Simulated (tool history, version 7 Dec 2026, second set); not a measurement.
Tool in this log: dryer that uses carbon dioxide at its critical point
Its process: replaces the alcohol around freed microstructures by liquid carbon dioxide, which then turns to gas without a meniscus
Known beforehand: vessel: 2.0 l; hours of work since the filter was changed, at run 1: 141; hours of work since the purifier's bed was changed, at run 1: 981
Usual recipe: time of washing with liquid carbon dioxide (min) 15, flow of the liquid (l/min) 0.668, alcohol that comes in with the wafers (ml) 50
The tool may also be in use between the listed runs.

run	hour	time of washing with liquid carbon dioxide (min)	flow of the liquid (l/min)	alcohol that comes in with the wafers (ml)	hours of work since the filter was changed	hours of work since the purifier's bed was changed	alcohol left in the vessel before it's heated (ppm by volume)
1	0.0	15	0.668	50	141	981	292
2	24.8	15	0.668	50	153	993	301
3	46.6	15	0.668	50	163	1004	307
4	95.1	11	0.668	50	187	1027	866
5	131.4	11	0.668	50	205	1045	833
6	157.3	15	0.668	50	218	1058	331
7	200.9	15	0.668	50	239	1079	333
8	244.6	15	0.668	91	260	1100	523
9	277.8	15	0.588	50	277	1117	520
10	311.4	15	0.668	50	293	1133	358
11	357.6	12	0.668	50	316	1156	736
12	380.2	12	0.668	50	327	1167	729
13	424.1	12	0.668	50	348	1188	735
14	471.3	12	0.668	50	371	1211	746
15	516.5	12	0.668	50	393	1234	789
# hour 566.2: purifier's bed changed
16	568.3	12	0.668	50	417	1	645
17	602.0	12	0.668	50	434	18	647
18	624.6	21	1.019	50	445	29	12
19	659.2	20	0.548	55	462	46	213
20	696.1	20	0.548	55	480	64	218
21	730.1	15	0.414	81	496	80	2640
# hour 755.9: inlet filter changed
22	772.2	15	0.414	81	8	100	2005
23	811.3	9	0.414	100	27	119	8276
24	860.7	21	0.639	50	51	144	58

Here are 4 independent what-if runs from the current tool condition. What would each one return?
A	890.2	9	0.668	50	66	158	?
B	890.2	17	0.458	50	66	158	?
C	890.2	20	0.692	106	66	158	?
D	890.2	12	0.668	50	66	158	?

run	alcohol left in the vessel before it's heated (ppm by volume)
A	1297
B	592
C	85
D	534
Take away the tool's hidden state, keep each run's random variation, and the runs would have read:
run	alcohol left in the vessel before it's heated (ppm by volume)
A	1212
B	536
C	60
D	482

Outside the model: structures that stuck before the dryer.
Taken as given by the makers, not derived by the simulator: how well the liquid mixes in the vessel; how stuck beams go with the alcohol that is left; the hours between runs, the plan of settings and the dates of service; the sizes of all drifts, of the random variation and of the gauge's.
